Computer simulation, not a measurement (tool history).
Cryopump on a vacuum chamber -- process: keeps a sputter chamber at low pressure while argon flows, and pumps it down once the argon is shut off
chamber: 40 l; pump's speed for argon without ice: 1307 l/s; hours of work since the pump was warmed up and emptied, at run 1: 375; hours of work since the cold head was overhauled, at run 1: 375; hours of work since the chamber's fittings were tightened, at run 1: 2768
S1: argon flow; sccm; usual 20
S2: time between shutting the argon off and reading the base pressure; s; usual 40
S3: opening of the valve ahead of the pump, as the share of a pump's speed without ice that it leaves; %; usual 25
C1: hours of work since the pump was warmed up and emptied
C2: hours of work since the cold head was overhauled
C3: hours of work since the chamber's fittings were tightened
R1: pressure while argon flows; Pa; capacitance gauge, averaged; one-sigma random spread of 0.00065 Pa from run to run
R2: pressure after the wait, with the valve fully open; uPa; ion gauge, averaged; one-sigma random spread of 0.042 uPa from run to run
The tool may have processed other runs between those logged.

| run | hour | S1 | S2 | S3 | C1 | C2 | C3 | R1 | R2 |
|---|---|---|---|---|---|---|---|---|---|
| 1 | 0.0 | 20 | 40 | 25 | 375 | 375 | 2768 | 0.1043 | 3.81 |
| 2 | 15.8 | 20 | 40 | 25 | 387 | 387 | 2780 | 0.1056 | 3.64 |
| 3 | 47.7 | 20 | 40 | 21 | 411 | 411 | 2803 | 0.1259 | 3.68 |
| 4 | 77.1 | 20 | 40 | 49 | 433 | 433 | 2825 | 0.0548 | 3.77 |
| 5 | 98.4 | 20 | 40 | 25 | 449 | 449 | 2841 | 0.1041 | 3.88 |
| 6 | 126.0 | 13 | 40 | 25 | 469 | 469 | 2862 | 0.0675 | 3.76 |
| 7 | 144.5 | 13 | 40 | 25 | 483 | 483 | 2875 | 0.0687 | 3.77 |
| 8 | 175.4 | 37 | 200 | 31 | 506 | 506 | 2898 | 0.1576 | 2.07 |
| 9 | 201.1 | 37 | 200 | 31 | 525 | 525 | 2917 | 0.1592 | 2.07 |
| 10 | 228.8 | 10 | 169 | 25 | 545 | 545 | 2938 | 0.0527 | 2.13 |
| 11 | 250.2 | 29 | 94 | 37 | 561 | 561 | 2954 | 0.1053 | 2.53 |
| 12 | 268.3 | 20 | 143 | 25 | 575 | 575 | 2967 | 0.1055 | 2.26 |
| 13 | 301.2 | 14 | 42 | 52 | 599 | 599 | 2992 | 0.0368 | 3.81 |
| 14 | 333.7 | 25 | 104 | 20 | 623 | 623 | 3016 | 0.1659 | 2.51 |

Forecast each of these 5 alternatives for the next run:
| A | 368.0 | 34 | 48 | 16 | 649 | 649 | 3042 | ? | ? |
| B | 368.0 | 14 | 94 | 37 | 649 | 649 | 3042 | ? | ? |
| C | 368.0 | 25 | 104 | 47 | 649 | 649 | 3042 | ? | ? |
| D | 368.0 | 12 | 40 | 23 | 649 | 649 | 3042 | ? | ? |
| E | 368.0 | 37 | 50 | 41 | 649 | 649 | 3042 | ? | ? |

| run | R1 | R2 |
|---|---|---|
| A | 0.2795 | 3.54 |
| B | 0.0512 | 2.63 |
| C | 0.0722 | 2.49 |
| D | 0.0690 | 3.94 |
| E | 0.1224 | 3.43 |
Stripped of hidden state, with their random variation kept, the same runs would have yielded:
| run | R1 | R2 |
|---|---|---|
| A | 0.2750 | 2.08 |
| B | 0.0493 | 1.19 |
| C | 0.0689 | 1.06 |
| D | 0.0674 | 2.48 |
| E | 0.1175 | 1.97 |
